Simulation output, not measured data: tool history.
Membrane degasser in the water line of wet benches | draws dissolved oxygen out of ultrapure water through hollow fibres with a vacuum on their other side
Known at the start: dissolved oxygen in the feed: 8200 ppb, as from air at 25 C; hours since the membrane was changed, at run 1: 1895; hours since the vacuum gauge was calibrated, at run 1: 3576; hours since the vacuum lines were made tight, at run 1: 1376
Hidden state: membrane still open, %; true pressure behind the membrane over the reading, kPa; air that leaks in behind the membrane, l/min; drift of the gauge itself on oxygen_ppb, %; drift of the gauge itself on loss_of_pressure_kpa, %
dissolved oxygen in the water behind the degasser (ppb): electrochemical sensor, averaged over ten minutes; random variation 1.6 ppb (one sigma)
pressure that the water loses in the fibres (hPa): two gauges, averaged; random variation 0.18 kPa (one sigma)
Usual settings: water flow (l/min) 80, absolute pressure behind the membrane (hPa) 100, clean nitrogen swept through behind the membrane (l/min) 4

run,day,water flow (l/min),absolute pressure behind the membrane (hPa),clean nitrogen swept through behind the membrane (l/min),hours since the membrane was changed,hours since the vacuum gauge was calibrated,hours since the vacuum lines were made tight,dissolved oxygen in the water behind the degasser (ppb),pressure that the water loses in the fibres (hPa)
1,0,80,100,4,1895,3576,1376,298.3,335.5
# day 0.85: vacuum gauge calibrated
2,4.85,73,100,4,2011,96,1492,274.1,309.5
3,9.25,73,100,4,2117,202,1597,274.2,308.7
4,13.946,73,100,4,2230,314,1710,276.5,305.5
5,19.158,90,100,4,2355,439,1835,333.1,379.9
6,23.871,80,165,4,2468,552,1948,570.5,340
7,27.425,80,165,4,2553,638,2034,568,337.9
8,30.621,80,165,4,2630,714,2110,567.3,340.6
9,33.142,113,100,4,2690,775,2171,412.7,476.1
10,36.321,113,100,4,2766,851,2247,413.6,476.1
11,41.254,113,100,4,2885,970,2365,418.7,473.8
12,46.767,112,239,4,3017,1102,2498,1139.1,474.3
13,51.092,112,231,4,3121,1206,2602,1100.9,473.7
14,54.417,58,164,4,3201,1286,2681,436.2,243.6
# day 54.942: gauge calibrated
15,57.85,86,204,3.1,3283,1368,2764,927.3,363.2
16,62.642,80,179,6.47,3398,1483,2879,406.7,336.5

How the hidden state differs across the entries between the runs, from the last listed run before each to the first after it:
Between runs 1 and 2: vacuum gauge calibrated (day 0.85)
  drift of the gauge itself on oxygen_ppb, %: 0 -> 0.25
  measured less the result without the state, dissolved oxygen in the water behind the degasser (ppb): +0.1 -> +0.7
Between runs 14 and 15: gauge calibrated (day 54.942)
  drift of the gauge itself on oxygen_ppb, %: 2.8 -> 0.15
  measured less the result without the state, dissolved oxygen in the water behind the degasser (ppb): +12 -> +1.5

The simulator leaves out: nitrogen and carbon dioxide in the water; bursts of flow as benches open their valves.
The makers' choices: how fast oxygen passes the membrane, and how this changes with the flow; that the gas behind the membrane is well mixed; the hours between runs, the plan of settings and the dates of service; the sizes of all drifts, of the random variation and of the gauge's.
